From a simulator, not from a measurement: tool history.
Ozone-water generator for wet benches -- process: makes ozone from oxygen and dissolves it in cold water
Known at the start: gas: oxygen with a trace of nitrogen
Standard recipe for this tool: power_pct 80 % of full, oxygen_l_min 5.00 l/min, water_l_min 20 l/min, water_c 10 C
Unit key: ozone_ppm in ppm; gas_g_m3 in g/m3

| run | hour | power_pct | oxygen_l_min | water_l_min | water_c | ozone_ppm | gas_g_m3 |
|---|---|---|---|---|---|---|---|
| 1 | 0.0 | 80 | 5.00 | 20 | 10 | 17.2 | 177.4 |
| 2 | 41.2 | 80 | 5.00 | 20 | 10 | 17.2 | 178.4 |
| 3 | 80.7 | 80 | 5.00 | 20 | 10 | 17.1 | 177.9 |
| 4 | 114.1 | 80 | 5.00 | 20 | 10 | 17.1 | 178.2 |
| 5 | 159.7 | 80 | 5.00 | 20 | 10 | 17.1 | 177.7 |
| 6 | 211.9 | 80 | 5.00 | 20 | 10 | 17.1 | 179.9 |
| 7 | 241.2 | 80 | 5.00 | 20 | 10 | 16.8 | 177.5 |
| 8 | 282.1 | 80 | 5.00 | 20 | 10 | 17.0 | 178.1 |
| 9 | 307.5 | 80 | 5.00 | 20 | 10 | 17.0 | 180.5 |
| 10 | 362.4 | 80 | 5.73 | 18 | 17 | 17.5 | 162.7 |
| 11 | 402.6 | 80 | 5.00 | 20 | 17 | 15.7 | 178.3 |
| 12 | 456.4 | 80 | 5.00 | 31 | 5 | 11.1 | 178.5 |
| 13 | 498.1 | 80 | 5.00 | 31 | 5 | 11.0 | 179.6 |
| 14 | 548.7 | 80 | 5.00 | 29 | 10 | 11.4 | 177.6 |
| 15 | 587.4 | 80 | 5.00 | 29 | 10 | 11.5 | 177.3 |
| 16 | 635.5 | 80 | 5.47 | 29 | 10 | 11.5 | 168.4 |
| 17 | 691.8 | 77 | 4.39 | 12 | 16 | 25.1 | 189.6 |

What if the next run were any one of these 4? Each begins from the tool's condition after run 17:
| A | 736.4 | 80 | 8.44 | 17 | 10 | ? | ? |
| B | 736.4 | 77 | 3.02 | 32 | 6 | ? | ? |
| C | 736.4 | 77 | 4.39 | 27 | 16 | ? | ? |
| D | 736.4 | 89 | 4.39 | 16 | 16 | ? | ? |

| run | ozone_ppm | gas_g_m3 |
|---|---|---|
| A | 19.2 | 129.5 |
| B | 9.2 | 238.8 |
| C | 11.1 | 188.3 |
| D | 21.0 | 203.6 |
Without the tool's hidden state the same runs would have given:
| run | ozone_ppm | gas_g_m3 |
|---|---|---|
| A | 19.3 | 129.6 |
| B | 9.2 | 238.9 |
| C | 11.1 | 188.5 |
| D | 21.0 | 203.8 |

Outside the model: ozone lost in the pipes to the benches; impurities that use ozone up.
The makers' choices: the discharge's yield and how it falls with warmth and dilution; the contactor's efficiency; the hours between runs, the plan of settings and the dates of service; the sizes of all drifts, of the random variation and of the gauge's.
